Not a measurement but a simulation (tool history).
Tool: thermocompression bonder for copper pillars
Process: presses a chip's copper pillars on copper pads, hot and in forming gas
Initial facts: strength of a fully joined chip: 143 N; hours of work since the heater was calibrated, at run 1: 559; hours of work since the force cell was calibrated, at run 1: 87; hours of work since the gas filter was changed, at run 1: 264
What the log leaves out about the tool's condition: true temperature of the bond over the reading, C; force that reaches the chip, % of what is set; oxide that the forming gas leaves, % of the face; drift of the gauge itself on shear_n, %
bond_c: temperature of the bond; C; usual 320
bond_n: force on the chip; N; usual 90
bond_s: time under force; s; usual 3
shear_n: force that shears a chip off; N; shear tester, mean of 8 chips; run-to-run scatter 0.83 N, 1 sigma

| run | hour | bond_c | bond_n | bond_s | hours of work since the heater was calibrated | hours of work since the force cell was calibrated | hours of work since the gas filter was changed | shear_n |
|---|---|---|---|---|---|---|---|---|
| 1 | 0 | 320 | 90 | 3 | 559 | 87 | 264 | 87.7 |
| 2 | 7.9 | 320 | 90 | 3 | 563 | 90 | 267 | 86.4 |
| 3 | 16.1 | 320 | 90 | 3 | 567 | 94 | 271 | 89.3 |
| 4 | 27.6 | 320 | 90 | 3 | 572 | 99 | 276 | 87.1 |
| 5 | 38.2 | 320 | 90 | 5 | 576 | 104 | 281 | 99 |
| 6 | 46.1 | 320 | 105 | 5 | 580 | 107 | 284 | 108.5 |
| 7 | 53.9 | 320 | 112 | 3 | 583 | 111 | 288 | 98.8 |
| 8 | 60.8 | 320 | 112 | 3 | 587 | 114 | 291 | 98.4 |
| 9 | 73 | 320 | 72 | 3 | 592 | 119 | 296 | 76 |
| 10 | 79.7 | 320 | 72 | 3 | 595 | 122 | 299 | 74.9 |
| 11 | 90.9 | 340 | 90 | 3 | 600 | 127 | 304 | 98.3 |
|  | 92.8 | forming gas filter changed |
| 12 | 97.3 | 320 | 90 | 3 | 603 | 130 | 2 | 95.4 |
| 13 | 108.9 | 307 | 90 | 3 | 608 | 135 | 7 | 87.8 |
| 14 | 120.6 | 307 | 90 | 3 | 613 | 140 | 12 | 85.3 |
| 15 | 129.3 | 305 | 90 | 7 | 617 | 144 | 16 | 107.2 |
| 16 | 138.3 | 315 | 90 | 2 | 621 | 148 | 20 | 81.8 |
| 17 | 143.8 | 349 | 93 | 2 | 624 | 151 | 23 | 100.6 |
|  | 147.7 | heater calibrated with a thermocouple chip |
| 18 | 152.6 | 330 | 120 | 6 | 2 | 154 | 26 | 124.9 |
| 19 | 159.6 | 330 | 120 | 6 | 5 | 157 | 29 | 125.9 |
| 20 | 168.4 | 320 | 61 | 2 | 9 | 161 | 33 | 57 |
| 21 | 178.3 | 320 | 61 | 2 | 14 | 165 | 37 | 58.2 |
| 22 | 184 | 327 | 106 | 6 | 16 | 168 | 40 | 118.7 |
| 23 | 192.5 | 327 | 106 | 6 | 20 | 172 | 44 | 119.8 |
| 24 | 199.1 | 327 | 78 | 4 | 23 | 175 | 47 | 91.9 |
| 25 | 205.6 | 327 | 78 | 4 | 26 | 178 | 50 | 92.9 |

3 ways to go on from here, each from the tool as it stands after run 25. What would each give?
| A | 213 | 322 | 90 | 3 | 29 | 181 | 53 | ? |
| B | 213 | 349 | 78 | 3 | 29 | 181 | 53 | ? |
| C | 213 | 347 | 90 | 3 | 29 | 181 | 53 | ? |

| run | shear_n |
|---|---|
| A | 90.2 |
| B | 96 |
| C | 104.4 |
The same runs, with their run-to-run variation unchanged, on a tool lacking any hidden condition would have given:
| run | shear_n |
|---|---|
| A | 91.7 |
| B | 97.7 |
| C | 106.2 |

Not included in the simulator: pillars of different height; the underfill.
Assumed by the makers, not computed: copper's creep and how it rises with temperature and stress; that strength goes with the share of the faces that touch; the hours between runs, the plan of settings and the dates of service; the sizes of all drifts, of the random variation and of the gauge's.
